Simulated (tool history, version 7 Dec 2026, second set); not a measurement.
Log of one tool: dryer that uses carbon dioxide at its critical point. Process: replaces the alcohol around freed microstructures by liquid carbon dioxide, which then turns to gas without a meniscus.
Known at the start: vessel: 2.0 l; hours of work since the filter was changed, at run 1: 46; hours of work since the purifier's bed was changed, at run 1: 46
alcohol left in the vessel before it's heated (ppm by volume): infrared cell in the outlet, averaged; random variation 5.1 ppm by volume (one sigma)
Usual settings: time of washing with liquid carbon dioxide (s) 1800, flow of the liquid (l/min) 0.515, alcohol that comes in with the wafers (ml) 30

run,day,time of washing with liquid carbon dioxide (s),flow of the liquid (l/min),alcohol that comes in with the wafers (ml),hours of work since the filter was changed,hours of work since the purifier's bed was changed,alcohol left in the vessel before it's heated (ppm by volume)
1,0,1800,0.515,30,46,46,86
2,0.9,1800,0.515,30,61,61,93
3,1.554,1800,0.515,30,72,72,87
4,2.358,1800,0.515,44,85,85,134
5,2.792,1800,0.515,44,92,92,145
6,3.346,1800,0.515,44,101,101,151
7,3.988,1800,0.515,76,112,112,256
8,4.421,1800,0.515,92,119,119,334
9,5.112,1800,0.515,30,131,131,117
10,5.671,1800,0.515,30,140,140,125
11,6.212,1800,0.515,30,149,149,153
12,6.921,1800,0.515,30,161,161,140
# day 7.288: inlet filter changed
13,7.767,1800,0.515,30,8,174,74
14,8.65,1800,0.515,30,23,189,78
15,9.4,1800,0.515,30,35,201,83
16,10.204,1800,0.515,30,49,215,95
17,10.658,1800,0.515,30,56,222,94
18,11.408,1800,0.515,30,69,235,94
19,12.221,1800,0.515,30,82,248,102
20,13.025,1800,0.515,30,95,262,113
21,13.433,1800,0.515,30,102,268,115
22,13.938,1800,0.515,30,111,277,118
23,14.454,1800,0.515,30,119,285,131
24,14.9,2280,0.515,46,127,293,60
25,15.346,2280,0.515,46,134,300,64
26,15.975,1260,0.519,30,145,311,524
27,16.612,1800,0.346,70,155,321,1402
28,17.129,1800,0.346,70,164,330,1462
# day 17.304: inlet filter changed
29,17.9,1800,0.346,70,10,342,841
30,18.746,1800,0.346,70,24,356,890
31,19.604,1800,0.346,70,38,370,950
32,20.167,1800,0.346,70,48,380,1010
33,20.796,1500,0.731,23,58,390,52
34,21.417,1620,0.731,32,68,400,49
35,22.012,1800,0.338,30,78,410,533
36,22.558,2040,0.338,35,87,419,402
37,23.05,1800,0.328,26,96,428,523
38,23.992,1800,0.515,104,111,443,391
39,24.588,1800,0.515,104,121,453,414
40,25,1800,0.515,104,128,460,426
41,25.762,1380,0.559,46,141,473,439
42,26.696,1800,0.515,39,156,488,209
43,27.167,1800,0.515,39,164,496,195
# day 27.271: inlet filter changed
44,27.675,1800,0.785,34,7,504,38
45,28.217,1800,0.8,97,16,513,42
46,28.608,1800,0.8,97,22,519,41

Forecast each of these 3 alternatives for the next run:
A,29.25,1560,0.8,97,33,530,?
B,29.25,1800,0.402,31,33,530,?
C,29.25,2640,0.515,30,33,530,?

run,alcohol left in the vessel before it's heated (ppm by volume)
A,72
B,255
C,39
Without the tool's hidden state the same runs would have given:
run,alcohol left in the vessel before it's heated (ppm by volume)
A,37
B,199
C,11

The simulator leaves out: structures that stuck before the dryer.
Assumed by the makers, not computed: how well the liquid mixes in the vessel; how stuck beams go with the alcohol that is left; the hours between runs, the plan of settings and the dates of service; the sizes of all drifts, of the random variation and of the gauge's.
